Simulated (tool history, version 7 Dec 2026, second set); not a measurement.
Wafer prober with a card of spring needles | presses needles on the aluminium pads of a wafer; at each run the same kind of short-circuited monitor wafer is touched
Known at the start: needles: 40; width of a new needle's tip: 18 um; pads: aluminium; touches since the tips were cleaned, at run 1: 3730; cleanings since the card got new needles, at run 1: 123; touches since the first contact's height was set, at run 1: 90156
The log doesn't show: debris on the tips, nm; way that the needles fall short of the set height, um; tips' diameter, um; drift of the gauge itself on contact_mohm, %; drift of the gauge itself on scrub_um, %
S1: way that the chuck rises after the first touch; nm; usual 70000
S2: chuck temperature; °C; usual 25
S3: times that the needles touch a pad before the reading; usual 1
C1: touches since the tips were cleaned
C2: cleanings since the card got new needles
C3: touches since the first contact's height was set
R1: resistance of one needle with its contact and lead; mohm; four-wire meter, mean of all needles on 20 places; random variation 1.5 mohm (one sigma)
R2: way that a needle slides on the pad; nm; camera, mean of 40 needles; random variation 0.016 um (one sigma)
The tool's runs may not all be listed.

run 1 hour=0 | S1=70000 S2=25 S3=1 | C1=3730 C2=123 C3=90156 | R1=218 R2=16050
-- hour=11.3 tips cleaned on abrasive film
-- hour=26.4 tips cleaned on abrasive film
-- hour=45.2 tips cleaned on abrasive film
-- hour=60.2 tips cleaned on abrasive film
-- hour=75.3 tips cleaned on abrasive film
run 2 hour=77.2 | S1=70000 S2=25 S3=1 | C1=1026 C2=128 C3=130467 | R1=182 R2=15930
-- hour=88.7 height of the first contact set anew
-- hour=92.6 tips cleaned on abrasive film
-- hour=111.3 tips cleaned on abrasive film
-- hour=126.4 tips cleaned on abrasive film
-- hour=145.2 tips cleaned on abrasive film
-- hour=164 tips cleaned on abrasive film
run 3 hour=166 | S1=70000 S2=25 S3=1 | C1=1064 C2=133 C3=40349 | R1=180 R2=16180
-- hour=181 tips cleaned on abrasive film
-- hour=196.1 tips cleaned on abrasive film
-- hour=214.9 tips cleaned on abrasive film
-- hour=229.9 tips cleaned on abrasive film
run 4 hour=238.8 | S1=70000 S2=25 S3=1 | C1=4656 C2=137 C3=78396 | R1=224 R2=16130
-- hour=246.4 tips cleaned on abrasive film
-- hour=261.4 tips cleaned on abrasive film
-- hour=276.5 tips cleaned on abrasive film
-- hour=291.5 tips cleaned on abrasive film
-- hour=310.3 tips cleaned on abrasive film
run 5 hour=318.9 | S1=70000 S2=25 S3=1 | C1=4497 C2=142 C3=120215 | R1=230 R2=15970
-- hour=326.4 tips cleaned on abrasive film
-- hour=341.5 tips cleaned on abrasive film
-- hour=349.3 height of the first contact set anew
-- hour=356.8 tips cleaned on abrasive film
run 6 hour=370.5 | S1=70000 S2=36 S3=1 | C1=7167 C2=145 C3=11096 | R1=233 R2=16290
-- hour=374.3 tips cleaned on abrasive film
-- hour=393.1 tips cleaned on abrasive film
-- hour=411.9 tips cleaned on abrasive film
-- hour=430.7 tips cleaned on abrasive film
-- hour=445.7 tips cleaned on abrasive film
run 7 hour=454.2 | S1=70000 S2=25 S3=1 | C1=4460 C2=150 C3=54841 | R1=225 R2=16170
-- hour=461.8 tips cleaned on abrasive film
-- hour=476.8 tips cleaned on abrasive film
-- hour=491.9 tips cleaned on abrasive film
-- hour=510.7 tips cleaned on abrasive film
run 8 hour=519.8 | S1=70000 S2=25 S3=1 | C1=4770 C2=154 C3=89074 | R1=233 R2=16040
-- hour=527.3 tips cleaned on abrasive film
-- hour=542.4 tips cleaned on abrasive film
-- hour=557.4 tips cleaned on abrasive film
-- hour=572.5 tips cleaned on abrasive film
-- hour=587.5 tips cleaned on abrasive film
-- hour=602.6 tips cleaned on abrasive film
run 9 hour=603.3 | S1=70000 S2=25 S3=1 | C1=378 C2=160 C3=132667 | R1=171 R2=15940
-- hour=611.1 height of the first contact set anew
-- hour=618.7 tips cleaned on abrasive film
-- hour=633.7 tips cleaned on abrasive film
-- hour=648.8 tips cleaned on abrasive film
-- hour=667.5 tips cleaned on abrasive film
-- hour=682.6 tips cleaned on abrasive film
run 10 hour=695 | S1=70000 S2=25 S3=1 | C1=6524 C2=165 C3=43845 | R1=237 R2=16160
-- hour=698.8 tips cleaned on abrasive film
-- hour=713.9 tips cleaned on abrasive film
-- hour=728.9 tips cleaned on abrasive film
-- hour=747.7 tips cleaned on abrasive film
run 11 hour=752.4 | S1=70000 S2=25 S3=1 | C1=2469 C2=169 C3=73813 | R1=213 R2=16090
-- hour=763.7 tips cleaned on abrasive film
-- hour=778.8 tips cleaned on abrasive film
-- hour=793.8 tips cleaned on abrasive film
-- hour=812.2 tips cleaned on abrasive film
run 12 hour=812.2 | S1=70000 S2=25 S3=1 | C1=0 C2=173 C3=105031 | R1=153 R2=16000
-- hour=827.3 tips cleaned on abrasive film
-- hour=846.1 tips cleaned on abrasive film
-- hour=864.9 tips cleaned on abrasive film
-- hour=872.6 height of the first contact set anew
-- hour=880.2 tips cleaned on abrasive film
-- hour=895.3 tips cleaned on abrasive film
run 13 hour=901.8 | S1=79000 S2=44 S3=2 | C1=3447 C2=178 C3=15233 | R1=180 R2=18320
-- hour=913.1 tips cleaned on abrasive film
-- hour=928.2 tips cleaned on abrasive film
-- hour=943.2 tips cleaned on abrasive film
run 14 hour=952.2 | S1=69000 S2=53 S3=1 | C1=4722 C2=181 C3=41562 | R1=236 R2=15950
-- hour=959.8 tips cleaned on abrasive film
-- hour=978.6 tips cleaned on abrasive film
-- hour=993.6 tips cleaned on abrasive film
-- hour=1008.7 tips cleaned on abrasive film
run 15 hour=1010.8 | S1=69000 S2=53 S3=1 | C1=1102 C2=185 C3=72127 | R1=201 R2=15850
-- hour=1025.8 tips cleaned on abrasive film
-- hour=1044.6 tips cleaned on abrasive film
-- hour=1059.7 tips cleaned on abrasive film
-- hour=1074.7 tips cleaned on abrasive film
-- hour=1093.5 tips cleaned on abrasive film
run 16 hour=1097 | S1=87000 S2=53 S3=2 | C1=1822 C2=190 C3=117162 | R1=174 R2=19940
-- hour=1112 tips cleaned on abrasive film
-- hour=1127.1 tips cleaned on abrasive film
-- hour=1134.8 height of the first contact set anew
-- hour=1142.4 tips cleaned on abrasive film
-- hour=1157.5 tips cleaned on abrasive film
-- hour=1172.5 tips cleaned on abrasive film
run 17 hour=1187 | S1=87000 S2=53 S3=2 | C1=7613 C2=195 C3=27255 | R1=186 R2=20170
-- hour=1190.8 tips cleaned on abrasive film
-- hour=1205.9 tips cleaned on abrasive film
-- hour=1220.9 tips cleaned on abrasive film
-- hour=1239.7 tips cleaned on abrasive film
-- hour=1258.5 tips cleaned on abrasive film
run 18 hour=1262.5 | S1=72000 S2=33 S3=2 | C1=2069 C2=200 C3=66645 | R1=191 R2=16600
-- hour=1273.8 tips cleaned on abrasive film
-- hour=1288.8 tips cleaned on abrasive film
-- hour=1307.6 tips cleaned on abrasive film
run 19 hour=1312.7 | S1=72000 S2=33 S3=2 | C1=2644 C2=203 C3=92865 | R1=187 R2=16500
-- hour=1324 tips cleaned on abrasive film
-- hour=1339 tips cleaned on abrasive film
-- hour=1357.8 tips cleaned on abrasive film
run 20 hour=1359.2 | S1=69000 S2=30 S3=2 | C1=721 C2=206 C3=117158 | R1=167 R2=15760
-- hour=1374.2 tips cleaned on abrasive film
-- hour=1389.3 tips cleaned on abrasive film
-- hour=1397 height of the first contact set anew
run 21 hour=1398.3 | S1=70000 S2=34 S3=1 | C1=4610 C2=208 C3=682 | R1=243 R2=16300
-- hour=1405.9 tips cleaned on abrasive film
-- hour=1421 tips cleaned on abrasive film
-- hour=1436 tips cleaned on abrasive film
run 22 hour=1449.1 | S1=70000 S2=70 S3=1 | C1=6848 C2=211 C3=27172 | R1=245 R2=16240
-- hour=1452.9 tips cleaned on abrasive film
-- hour=1467.9 tips cleaned on abrasive film
-- hour=1486.7 tips cleaned on abrasive film
-- hour=1501.8 tips cleaned on abrasive film
run 23 hour=1506.7 | S1=70000 S2=70 S3=1 | C1=2615 C2=215 C3=57284 | R1=237 R2=16150
-- hour=1518.1 tips cleaned on abrasive film
-- hour=1533.1 tips cleaned on abrasive film
-- hour=1548.2 tips cleaned on abrasive film
-- hour=1563.2 tips cleaned on abrasive film
run 24 hour=1568.4 | S1=70000 S2=36 S3=1 | C1=2709 C2=219 C3=89455 | R1=230 R2=16050

Hidden state at the last listed run before each entry between runs and at the first one after, where it differs:
Between runs 1 and 2: tips cleaned on abrasive film (hour 11.3); tips cleaned on abrasive film (hour 26.4); tips cleaned on abrasive film (hour 45.2); tips cleaned on abrasive film (hour 60.2); tips cleaned on abrasive film (hour 75.3)
  debris on the tips, nm: 70.7 -> 34.9; way that the needles fall short of the set height, um: 1.01 -> 1.46; tips' diameter, um: 22.06 -> 22.22
  measured less the result without the state, R1: +73 -> +38 mohm; R2: -230 -> -340 nm
Between runs 2 and 3: height of the first contact set anew (hour 88.7); tips cleaned on abrasive film (hour 92.6); tips cleaned on abrasive film (hour 111.3); tips cleaned on abrasive film (hour 126.4); tips cleaned on abrasive film (hour 145.2); tips cleaned on abrasive film (hour 164)
  debris on the tips, nm: 34.9 -> 35.8; way that the needles fall short of the set height, um: 1.46 -> 0.45; tips' diameter, um: 22.22 -> 22.38
  measured less the result without the state, R1: +38 -> +37 mohm; R2: -340 -> -110 nm
Between runs 3 and 4: tips cleaned on abrasive film (hour 181); tips cleaned on abrasive film (hour 196.1); tips cleaned on abrasive film (hour 214.9); tips cleaned on abrasive film (hour 229.9)
  debris on the tips, nm: 35.8 -> 76; way that the needles fall short of the set height, um: 0.45 -> 0.83; tips' diameter, um: 22.38 -> 22.51
  measured less the result without the state, R1: +37 -> +80 mohm; R2: -110 -> -190 nm
Between runs 4 and 5: tips cleaned on abrasive film (hour 246.4); tips cleaned on abrasive film (hour 261.4); tips cleaned on abrasive film (hour 276.5); tips cleaned on abrasive film (hour 291.5); tips cleaned on abrasive film (hour 310.3)
  debris on the tips, nm: 76 -> 79.8; way that the needles fall short of the set height, um: 0.83 -> 1.34; tips' diameter, um: 22.51 -> 22.69
  measured less the result without the state, R1: +80 -> +85 mohm; R2: -190 -> -310 nm
Between runs 5 and 6: tips cleaned on abrasive film (hour 326.4); tips cleaned on abrasive film (hour 341.5); height of the first contact set anew (hour 349.3); tips cleaned on abrasive film (hour 356.8)
  debris on the tips, nm: 79.8 -> 83.7; way that the needles fall short of the set height, um: 1.34 -> 0.07; tips' diameter, um: 22.69 -> 22.79
  measured less the result without the state, R1: +85 -> +87 mohm; R2: -310 -> -10 nm
Between runs 6 and 7: tips cleaned on abrasive film (hour 374.3); tips cleaned on abrasive film (hour 393.1); tips cleaned on abrasive film (hour 411.9); tips cleaned on abrasive film (hour 430.7); tips cleaned on abrasive film (hour 445.7)
  debris on the tips, nm: 83.7 -> 75.3; way that the needles fall short of the set height, um: 0.07 -> 0.58; tips' diameter, um: 22.79 -> 22.97
  measured less the result without the state, R1: +87 -> +82 mohm; R2: -10 -> -140 nm
Between runs 7 and 8: tips cleaned on abrasive film (hour 461.8); tips cleaned on abrasive film (hour 476.8); tips cleaned on abrasive film (hour 491.9); tips cleaned on abrasive film (hour 510.7)
  debris on the tips, nm: 75.3 -> 80.5; way that the needles fall short of the set height, um: 0.58 -> 0.96; tips' diameter, um: 22.97 -> 23.1
  measured less the result without the state, R1: +82 -> +89 mohm; R2: -140 -> -230 nm
Between runs 8 and 9: tips cleaned on abrasive film (hour 527.3); tips cleaned on abrasive film (hour 542.4); tips cleaned on abrasive film (hour 557.4); tips cleaned on abrasive film (hour 572.5); tips cleaned on abrasive film (hour 587.5); tips cleaned on abrasive film (hour 602.6)
  debris on the tips, nm: 80.5 -> 20.8; way that the needles fall short of the set height, um: 0.96 -> 1.51; tips' diameter, um: 23.1 -> 23.3
  measured less the result without the state, R1: +89 -> +25 mohm; R2: -230 -> -360 nm
Between runs 9 and 10: height of the first contact set anew (hour 611.1); tips cleaned on abrasive film (hour 618.7); tips cleaned on abrasive film (hour 633.7); tips cleaned on abrasive film (hour 648.8); tips cleaned on abrasive film (hour 667.5); tips cleaned on abrasive film (hour 682.6)
  debris on the tips, nm: 20.8 -> 84.4; way that the needles fall short of the set height, um: 1.51 -> 0.43; tips' diameter, um: 23.3 -> 23.45
  measured less the result without the state, R1: +25 -> +95 mohm; R2: -360 -> -100 nm
Between runs 10 and 11: tips cleaned on abrasive film (hour 698.8); tips cleaned on abrasive film (hour 713.9); tips cleaned on abrasive film (hour 728.9); tips cleaned on abrasive film (hour 747.7)
  debris on the tips, nm: 84.4 -> 59; way that the needles fall short of the set height, um: 0.43 -> 0.84; tips' diameter, um: 23.45 -> 23.59
  measured less the result without the state, R1: +95 -> +68 mohm; R2: -100 -> -190 nm
Between runs 11 and 12: tips cleaned on abrasive film (hour 763.7); tips cleaned on abrasive film (hour 778.8); tips cleaned on abrasive film (hour 793.8); tips cleaned on abrasive film (hour 812.2)
  debris on the tips, nm: 59 -> 5.6; way that the needles fall short of the set height, um: 0.84 -> 1.26; tips' diameter, um: 23.59 -> 23.74
  measured less the result without the state, R1: +68 -> +9 mohm; R2: -190 -> -300 nm
Between runs 12 and 13: tips cleaned on abrasive film (hour 827.3); tips cleaned on abrasive film (hour 846.1); tips cleaned on abrasive film (hour 864.9); height of the first contact set anew (hour 872.6); tips cleaned on abrasive film (hour 880.2); tips cleaned on abrasive film (hour 895.3)
  debris on the tips, nm: 5.6 -> 63; way that the needles fall short of the set height, um: 1.26 -> 0.16; tips' diameter, um: 23.74 -> 23.89
  measured less the result without the state, R1: +9 -> +35 mohm; R2: -300 -> -40 nm
Between runs 13 and 14: tips cleaned on abrasive film (hour 913.1); tips cleaned on abrasive film (hour 928.2); tips cleaned on abrasive film (hour 943.2)
  debris on the tips, nm: 63 -> 77.2; way that the needles fall short of the set height, um: 0.16 -> 0.48; tips' diameter, um: 23.89 -> 24
  measured less the result without the state, R1: +35 -> +88 mohm; R2: -40 -> -110 nm
Between runs 14 and 15: tips cleaned on abrasive film (hour 959.8); tips cleaned on abrasive film (hour 978.6); tips cleaned on abrasive film (hour 993.6); tips cleaned on abrasive film (hour 1008.7)
  debris on the tips, nm: 77.2 -> 43.7; way that the needles fall short of the set height, um: 0.48 -> 0.87; tips' diameter, um: 24 -> 24.14
  measured less the result without the state, R1: +88 -> +53 mohm; R2: -110 -> -200 nm
Between runs 15 and 16: tips cleaned on abrasive film (hour 1025.8); tips cleaned on abrasive film (hour 1044.6); tips cleaned on abrasive film (hour 1059.7); tips cleaned on abrasive film (hour 1074.7); tips cleaned on abrasive film (hour 1093.5)
  debris on the tips, nm: 43.7 -> 49.3; way that the needles fall short of the set height, um: 0.87 -> 1.31; tips' diameter, um: 24.14 -> 24.29
  measured less the result without the state, R1: +53 -> +25 mohm; R2: -200 -> -300 nm
Between runs 16 and 17: tips cleaned on abrasive film (hour 1112); tips cleaned on abrasive film (hour 1127.1); height of the first contact set anew (hour 1134.8); tips cleaned on abrasive film (hour 1142.4); tips cleaned on abrasive film (hour 1157.5); tips cleaned on abrasive film (hour 1172.5)
  debris on the tips, nm: 49.3 -> 87.1; way that the needles fall short of the set height, um: 1.31 -> 0.28; tips' diameter, um: 24.29 -> 24.47
  measured less the result without the state, R1: +25 -> +41 mohm; R2: -300 -> -60 nm
Between runs 17 and 18: tips cleaned on abrasive film (hour 1190.8); tips cleaned on abrasive film (hour 1205.9); tips cleaned on abrasive film (hour 1220.9); tips cleaned on abrasive film (hour 1239.7); tips cleaned on abrasive film (hour 1258.5)
  debris on the tips, nm: 87.1 -> 58.9; way that the needles fall short of the set height, um: 0.28 -> 0.73; tips' diameter, um: 24.47 -> 24.63
  measured less the result without the state, R1: +41 -> +43 mohm; R2: -60 -> -170 nm
Between runs 18 and 19: tips cleaned on abrasive film (hour 1273.8); tips cleaned on abrasive film (hour 1288.8); tips cleaned on abrasive film (hour 1307.6)
  debris on the tips, nm: 58.9 -> 58.3; way that the needles fall short of the set height, um: 0.73 -> 1.07; tips' diameter, um: 24.63 -> 24.74
  measured less the result without the state, R1: +43 -> +43 mohm; R2: -170 -> -240 nm
Between runs 19 and 20: tips cleaned on abrasive film (hour 1324); tips cleaned on abrasive film (hour 1339); tips cleaned on abrasive film (hour 1357.8)
  debris on the tips, nm: 58.3 -> 24.8; way that the needles fall short of the set height, um: 1.07 -> 1.34; tips' diameter, um: 24.74 -> 24.84
  measured less the result without the state, R1: +43 -> +22 mohm; R2: -240 -> -310 nm
Between runs 20 and 21: tips cleaned on abrasive film (hour 1374.2); tips cleaned on abrasive film (hour 1389.3); height of the first contact set anew (hour 1397)
  debris on the tips, nm: 24.8 -> 79.9; way that the needles fall short of the set height, um: 1.34 -> 0; tips' diameter, um: 24.84 -> 24.9
  measured less the result without the state, R1: +22 -> +98 mohm; R2: -310 -> +0 nm
Between runs 21 and 22: tips cleaned on abrasive film (hour 1405.9); tips cleaned on abrasive film (hour 1421); tips cleaned on abrasive film (hour 1436)
  debris on the tips, nm: 79.9 -> 82.4; way that the needles fall short of the set height, um: 0 -> 0.3; tips' diameter, um: 24.9 -> 25.01
  measured less the result without the state, R1: +98 -> +96 mohm; R2: +0 -> -60 nm
Between runs 22 and 23: tips cleaned on abrasive film (hour 1452.9); tips cleaned on abrasive film (hour 1467.9); tips cleaned on abrasive film (hour 1486.7); tips cleaned on abrasive film (hour 1501.8)
  debris on the tips, nm: 82.4 -> 68.3; way that the needles fall short of the set height, um: 0.3 -> 0.63; tips' diameter, um: 25.01 -> 25.12
  measured less the result without the state, R1: +96 -> +84 mohm; R2: -60 -> -150 nm
Between runs 23 and 24: tips cleaned on abrasive film (hour 1518.1); tips cleaned on abrasive film (hour 1533.1); tips cleaned on abrasive film (hour 1548.2); tips cleaned on abrasive film (hour 1563.2)
  debris on the tips, nm: 68.3 -> 64.3; way that the needles fall short of the set height, um: 0.63 -> 1.05; tips' diameter, um: 25.12 -> 25.27
  measured less the result without the state, R1: +84 -> +84 mohm; R2: -150 -> -250 nm

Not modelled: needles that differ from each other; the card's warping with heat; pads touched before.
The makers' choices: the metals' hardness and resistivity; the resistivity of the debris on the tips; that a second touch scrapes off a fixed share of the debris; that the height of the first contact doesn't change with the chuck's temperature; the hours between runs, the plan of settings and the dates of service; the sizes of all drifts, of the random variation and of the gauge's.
